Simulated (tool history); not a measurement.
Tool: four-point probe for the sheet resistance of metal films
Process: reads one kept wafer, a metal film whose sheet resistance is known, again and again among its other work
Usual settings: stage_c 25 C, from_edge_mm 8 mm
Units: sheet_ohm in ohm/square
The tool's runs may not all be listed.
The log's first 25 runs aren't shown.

run 26 day=82.617 | stage_c=27 from_edge_mm=60 | sheet_ohm=0.038035
run 27 day=87.279 | stage_c=31 from_edge_mm=6 | sheet_ohm=0.038156
run 28 day=89.588 | stage_c=24 from_edge_mm=8 | sheet_ohm=0.038176
run 29 day=93.838 | stage_c=19 from_edge_mm=7 | sheet_ohm=0.038301
-- day=96.496 stage's thermometer calibrated, once more
run 30 day=97.008 | stage_c=19 from_edge_mm=12 | sheet_ohm=0.038333
run 31 day=99.179 | stage_c=30 from_edge_mm=69 | sheet_ohm=0.038134
run 32 day=101.379 | stage_c=31 from_edge_mm=29 | sheet_ohm=0.03813
run 33 day=105.421 | stage_c=30 from_edge_mm=8 | sheet_ohm=0.038248
run 34 day=108.112 | stage_c=33 from_edge_mm=27 | sheet_ohm=0.038116
run 35 day=112.321 | stage_c=33 from_edge_mm=27 | sheet_ohm=0.038125

5 ways to go on from here, each from the tool as it stands after run 35. What would each give?
run A day=116.888 | stage_c=30 from_edge_mm=27 | sheet_ohm=?
run B day=116.888 | stage_c=18 from_edge_mm=7 | sheet_ohm=?
run C day=116.888 | stage_c=21 from_edge_mm=3 | sheet_ohm=?
run D day=116.888 | stage_c=24 from_edge_mm=5 | sheet_ohm=?
run E day=116.888 | stage_c=27 from_edge_mm=5 | sheet_ohm=?

run=A sheet_ohm=0.038191
run=B sheet_ohm=0.038475
run=C sheet_ohm=0.038887
run=D sheet_ohm=0.038476
run=E sheet_ohm=0.038426
Without the tool's hidden state the same runs would have given:
run=A sheet_ohm=0.037908
run=B sheet_ohm=0.03819
run=C sheet_ohm=0.038599
run=D sheet_ohm=0.038192
run=E sheet_ohm=0.038142

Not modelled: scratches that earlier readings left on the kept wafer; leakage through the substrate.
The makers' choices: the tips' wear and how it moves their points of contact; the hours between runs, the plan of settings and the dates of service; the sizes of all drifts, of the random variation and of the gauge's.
